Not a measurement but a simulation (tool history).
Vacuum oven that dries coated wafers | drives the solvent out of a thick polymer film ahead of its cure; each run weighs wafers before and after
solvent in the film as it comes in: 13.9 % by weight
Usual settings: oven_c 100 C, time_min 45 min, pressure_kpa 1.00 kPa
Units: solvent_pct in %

run,hour,oven_c,time_min,pressure_kpa,solvent_pct
1,0.0,100,45,1.00,1.39
2,32.6,100,45,0.85,1.44
3,61.7,100,45,0.85,1.41
4,88.0,100,45,0.85,1.56
5,110.4,100,79,1.00,0.65
6,141.9,100,79,1.00,0.75
7,186.6,100,79,1.00,0.72
8,222.9,100,79,1.00,0.71
9,266.5,113,45,1.00,0.35
10,286.4,113,45,1.00,0.32
11,310.0,100,45,1.00,1.52
12,339.6,100,45,2.93,2.11
13,372.3,100,45,1.00,1.48
14,399.3,100,45,1.00,1.55
15,431.7,100,45,1.00,1.63
16,457.5,100,45,1.00,1.55
17,504.9,100,45,1.00,1.66
18,548.5,107,45,1.00,0.75
19,593.7,107,45,1.00,0.75
# hour 605.9: oven's thermocouples calibrated
20,642.3,107,45,1.00,0.59
21,669.0,107,45,1.00,0.59
22,706.3,107,45,1.00,0.52
# hour 709.9: vacuum gauge cleaned of residue and calibrated
23,737.9,107,45,1.00,0.63
24,769.4,107,45,1.00,0.77
25,805.6,104,59,3.99,1.39
# hour 833.1: vacuum gauge cleaned of residue and calibrated, once more
26,853.5,92,53,1.36,2.09
27,873.6,92,53,1.36,2.02
28,903.8,107,74,1.00,0.32
29,942.4,115,75,0.54,0.06
30,974.8,115,75,0.54,0.05
31,1018.8,99,45,2.67,1.76
32,1042.1,109,30,1.00,0.69
33,1085.2,109,30,1.00,0.66
34,1130.7,95,25,0.60,3.96
35,1178.6,100,39,0.59,1.25
36,1203.3,91,57,2.91,2.89
37,1232.4,91,57,2.91,2.92
38,1270.0,90,78,1.06,1.43
39,1301.7,90,43,3.90,4.48
40,1345.2,90,43,3.90,4.46
41,1378.1,113,30,1.00,0.38
42,1403.1,113,30,1.00,0.51
43,1431.5,113,30,1.00,0.42
44,1468.0,100,47,1.00,1.16
45,1506.3,97,53,1.00,1.29
46,1554.2,91,53,1.00,2.46
47,1574.3,91,45,1.31,3.23
48,1602.8,100,47,1.00,1.08

3 ways to go on from here, each from the tool as it stands after run 48. What would each give?
A,1647.9,97,72,1.00,?
B,1647.9,100,28,1.23,?
C,1647.9,109,37,0.57,?

run,solvent_pct
A,0.80
B,2.53
C,0.49
Without the tool's hidden state the same runs would have given:
run,solvent_pct
A,0.66
B,2.32
C,0.39
